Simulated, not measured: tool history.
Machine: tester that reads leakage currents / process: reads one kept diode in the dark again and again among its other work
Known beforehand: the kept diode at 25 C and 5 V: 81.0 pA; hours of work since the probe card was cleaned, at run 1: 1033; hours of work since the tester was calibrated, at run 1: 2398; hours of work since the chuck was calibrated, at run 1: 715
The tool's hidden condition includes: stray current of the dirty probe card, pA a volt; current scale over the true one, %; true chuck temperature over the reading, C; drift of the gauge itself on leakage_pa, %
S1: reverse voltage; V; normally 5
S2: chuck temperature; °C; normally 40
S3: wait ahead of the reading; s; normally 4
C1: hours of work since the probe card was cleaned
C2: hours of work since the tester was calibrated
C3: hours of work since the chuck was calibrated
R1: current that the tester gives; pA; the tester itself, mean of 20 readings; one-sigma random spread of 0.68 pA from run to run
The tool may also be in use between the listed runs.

run	hour	S1	S2	S3	C1	C2	C3	R1
1	0	5	40	4	1033	2398	715	239.97
2	41.7	5	40	4	1066	2431	748	240.95
3	72.2	5	40	4	1091	2456	772	241.32
4	105.9	5	40	4	1117	2482	798	243.49
5	126.5	5	40	4	1134	2499	815	243.46
6	159.5	5	40	4	1160	2525	841	243.32
7	204.4	7.91	37	0.75	1195	2560	876	260.53
8	247.3	7.91	37	0.75	1229	2594	910	259.74
9	268.7	7.91	37	0.75	1246	2611	927	260.46
# hour 283.6: tester calibrated
10	297.4	7.91	37	0.75	1267	11	949	265.35
11	343.1	7.83	40	1.23	1304	47	985	320.35
12	381.1	7.83	23	0.86	1334	77	1015	106.24

Consider 4 possible next runs. They are alternatives, not a sequence: every one starts from the tool as it was left by run 12. What does each give?
A	418.4	5	59	1.15	1363	107	1044	?
B	418.4	5	44	4	1363	107	1044	?
C	418.4	11.06	40	6.59	1363	107	1044	?
D	418.4	13.85	27	4	1363	107	1044	?

run	R1
A	793.45
B	323.84
C	389.92
D	191.25
Without the tool's hidden state the same runs would have given:
run	R1
A	729.58
B	293.41
C	348.93
D	163.88

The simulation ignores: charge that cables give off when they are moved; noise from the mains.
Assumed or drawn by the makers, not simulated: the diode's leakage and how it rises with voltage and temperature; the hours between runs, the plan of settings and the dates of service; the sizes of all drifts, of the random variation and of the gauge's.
